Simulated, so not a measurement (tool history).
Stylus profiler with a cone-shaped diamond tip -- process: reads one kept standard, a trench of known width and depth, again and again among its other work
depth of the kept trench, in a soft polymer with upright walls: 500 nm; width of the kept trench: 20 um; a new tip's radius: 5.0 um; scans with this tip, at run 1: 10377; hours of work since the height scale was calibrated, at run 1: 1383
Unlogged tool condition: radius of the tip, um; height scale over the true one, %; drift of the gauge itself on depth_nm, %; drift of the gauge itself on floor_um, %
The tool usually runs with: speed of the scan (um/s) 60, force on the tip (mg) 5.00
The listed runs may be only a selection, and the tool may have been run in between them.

run,hour,speed of the scan (um/s),force on the tip (mg),scans with this tip,hours of work since the height scale was calibrated,depth of the trench (angstrom),width of the trench's floor (µm)
1,0.0,60,5.00,10377,1383,5061.4,15.52
2,73.5,18,5.00,10605,1414,5061.1,15.56
3,111.2,18,5.00,10721,1429,5062.3,15.55
4,181.9,18,5.00,10940,1458,5062.4,15.60
5,229.7,18,5.00,11088,1478,5061.4,15.54
6,296.3,18,5.00,11295,1506,5062.0,15.56
7,337.3,18,5.00,11422,1523,5063.5,15.66
8,419.2,117,1.81,11675,1556,5032.2,15.35
9,463.9,134,11.54,11814,1575,5109.9,15.49
10,501.8,134,11.54,11931,1590,5108.8,15.46
11,580.0,17,11.54,12173,1623,5110.7,15.68
12,628.0,17,6.44,12322,1643,5073.1,15.63
13,667.7,17,2.11,12445,1659,5034.1,15.54
14,751.8,17,2.11,12705,1694,5035.2,15.59

Predict each of these 3 candidate next runs independently; none follows another, all start after run 14:
A,815.5,104,3.15,12903,1720,?,?
B,815.5,26,2.93,12903,1720,?,?
C,815.5,24,5.60,12903,1720,?,?

run,depth of the trench (angstrom),width of the trench's floor (µm)
A,5044.1,15.41
B,5043.4,15.57
C,5067.6,15.60
Without the tool's hidden state the same runs would have given:
run,depth of the trench (angstrom),width of the trench's floor (µm)
A,5044.2,15.43
B,5043.5,15.59
C,5067.7,15.62
